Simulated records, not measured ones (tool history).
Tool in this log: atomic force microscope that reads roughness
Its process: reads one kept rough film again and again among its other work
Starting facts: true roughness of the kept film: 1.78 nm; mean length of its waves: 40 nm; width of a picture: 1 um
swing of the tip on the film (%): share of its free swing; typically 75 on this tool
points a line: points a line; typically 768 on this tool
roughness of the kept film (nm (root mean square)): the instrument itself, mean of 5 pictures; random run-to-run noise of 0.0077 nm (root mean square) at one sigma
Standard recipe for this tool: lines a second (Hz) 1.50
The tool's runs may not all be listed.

run   hour  lines a second (Hz)  swing of the tip on the film (%)  points a line  roughness of the kept film (nm (root mean square))
  1    0.0                 1.50                                75            768                                               1.632
  2   19.0                 1.07                                75            768                                               1.638
  3   39.1                 1.07                                75            768                                               1.626
  4   52.2                 1.07                                75            768                                               1.615
  5   67.6                 1.07                                75            768                                               1.619
  6   88.2                 1.07                                75            768                                               1.598
  7  108.4                 1.07                                75            768                                               1.597
  8  117.9                 1.07                                75            768                                               1.579
  9  127.9                 1.07                                75            360                                               1.578
 10  140.7                 1.07                                75            360                                               1.571
 11  158.7                 1.50                                67            768                                               1.560
 12  172.8                 1.50                                75            768                                               1.543
 13  192.0                 1.50                                75            768                                               1.537
 14  212.4                 0.82                                62            768                                               1.565
 15  221.0                 2.64                                75            262                                               1.452
 16  230.6                 3.34                                83            653                                               1.377
 17  243.2                 3.34                                83            653                                               1.384
 18  262.5                 0.51                                83            284                                               1.514
 19  283.0                 0.52                                84            301                                               1.510
 20  294.8                 1.50                                59            768                                               1.526
     296.2  -- new tip fitted
 21  305.9                 1.75                                55            535                                               1.673
 22  318.1                 1.75                                55            535                                               1.656
 23  335.0                 0.94                                62            659                                               1.663
 24  353.4                 1.74                                62            484                                               1.630

Each row is a separate what-if for the run after 24, all from the same tool condition, not one after another. Results?
  A  363.1                 0.52                                75            931                                                   ?
  B  363.1                 1.37                                89            506                                                   ?
  C  363.1                 3.42                                60            768                                                   ?
  D  363.1                 2.78                                62            484                                                   ?
  E  363.1                 0.58                                80            831                                                   ?

run  roughness of the kept film (nm (root mean square))
  A                                               1.645
  B                                               1.560
  C                                               1.598
  D                                               1.605
  E                                               1.628
With the hidden condition removed and each run's random variation left untouched, the same runs would have given:
run  roughness of the kept film (nm (root mean square))
  A                                               1.682
  B                                               1.594
  C                                               1.634
  D                                               1.640
  E                                               1.664

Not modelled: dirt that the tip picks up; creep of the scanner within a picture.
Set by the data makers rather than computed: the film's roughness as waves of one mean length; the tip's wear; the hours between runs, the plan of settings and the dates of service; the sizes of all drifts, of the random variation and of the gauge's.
